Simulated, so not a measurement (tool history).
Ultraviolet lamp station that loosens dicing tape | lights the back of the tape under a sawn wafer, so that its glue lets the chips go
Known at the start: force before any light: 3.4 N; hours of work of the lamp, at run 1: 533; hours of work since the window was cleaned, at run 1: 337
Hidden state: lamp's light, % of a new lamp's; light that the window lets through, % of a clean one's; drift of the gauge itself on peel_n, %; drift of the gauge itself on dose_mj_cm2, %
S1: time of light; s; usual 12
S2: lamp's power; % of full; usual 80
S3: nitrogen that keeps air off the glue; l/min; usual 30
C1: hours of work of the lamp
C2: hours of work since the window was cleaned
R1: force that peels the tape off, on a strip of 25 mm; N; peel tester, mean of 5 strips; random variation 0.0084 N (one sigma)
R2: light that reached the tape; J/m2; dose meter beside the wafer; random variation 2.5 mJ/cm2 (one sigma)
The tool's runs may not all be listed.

run     day  S1  S2  S3    C1   C2     R1    R2
  1   0.000  12  80  30   533  337  0.354  2970
  2   1.875  12  80  30   567  371  0.351  3020
  3   4.583  12  80  30   617  421  0.325  3040
  4   6.462  12  80  30   652  456  0.332  2990
  5   8.783  12  80  30   695  498  0.334  3010
  6  11.079  12  80  30   737  540  0.348  3010
     12.254  -- window cleaned of glue's vapour
  7  14.258  12  80  30   795   37  0.347  3020
  8  17.112  12  75  14   847   89  0.647  2830
  9  20.662  12  89  16   912  155  0.443  3350
 10  22.592  10  89  16   948  190  0.625  2780
 11  25.508  12  80  40  1002  244  0.272  2950

3 ways to go on from here, each from the tool as it stands after run 11. What would each give?
  A  29.383  15  63  30  1073  315   ?   ?
  B  29.383  12  80  32  1073  315   ?   ?
  C  29.383  20  80  40  1073  315   ?   ?

run     R1    R2
  A  0.357  2910
  B  0.344  2960
  C  0.120  4980
Without the tool's hidden state the same runs would have given:
run     R1    R2
  A  0.355  2920
  B  0.342  2970
  C  0.120  4990
